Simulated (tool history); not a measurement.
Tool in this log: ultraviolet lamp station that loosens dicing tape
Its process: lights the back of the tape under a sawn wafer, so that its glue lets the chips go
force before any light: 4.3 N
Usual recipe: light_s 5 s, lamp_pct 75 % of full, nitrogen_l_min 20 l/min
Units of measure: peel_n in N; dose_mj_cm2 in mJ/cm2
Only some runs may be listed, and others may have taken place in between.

run,hour,light_s,lamp_pct,nitrogen_l_min,peel_n,dose_mj_cm2
1,0,5,75,20,0.638,444
2,4.8,5,64,20,0.788,376
3,12.8,5,75,20,0.608,444
4,21.6,5,75,20,0.623,444
5,31,5,75,20,0.631,441
6,35.2,5,75,29,0.492,440
7,40.1,5,75,29,0.493,438
8,45.8,5,75,29,0.496,440
9,50.7,5,80,20,0.588,468
10,57.2,5,80,20,0.581,458
11,62.3,5,80,20,0.585,461
12,67.9,2,80,20,1.781,189
# hour 71: window cleaned of glue's vapour
13,75.6,2,80,20,1.89,165
14,80.3,2,69,20,2.128,144
15,84.8,2,69,20,2.138,144
16,91.5,2,69,20,2.102,143
17,99.6,2,69,20,2.165,145
# hour 106: window cleaned of glue's vapour, once more
18,107.3,3,69,16,1.242,293
19,113,3,69,16,1.267,295
20,122.1,3,69,16,1.298,289
21,129.6,5,63,7,1.174,438
22,137.9,4,92,14,0.635,506
23,147.4,8,73,20,0.258,810
24,156.6,8,73,20,0.261,808
25,160.5,8,73,20,0.265,811
26,167.8,4,64,20,0.857,356
27,174.2,9,64,13,0.334,788
28,181.2,6,64,13,0.625,525
29,186.7,6,64,13,0.629,531

Forecast each of these 4 alternatives for the next run:
A,191.2,10,90,28,?,?
B,191.2,3,63,15,?,?
C,191.2,8,95,23,?,?
D,191.2,6,79,13,?,?

run,peel_n,dose_mj_cm2
A,0.193,1230
B,1.475,256
C,0.21,1042
D,0.44,647
What these runs would have given with no unlogged condition in the tool:
run,peel_n,dose_mj_cm2
A,0.192,1280
B,1.415,267
C,0.207,1085
D,0.413,674
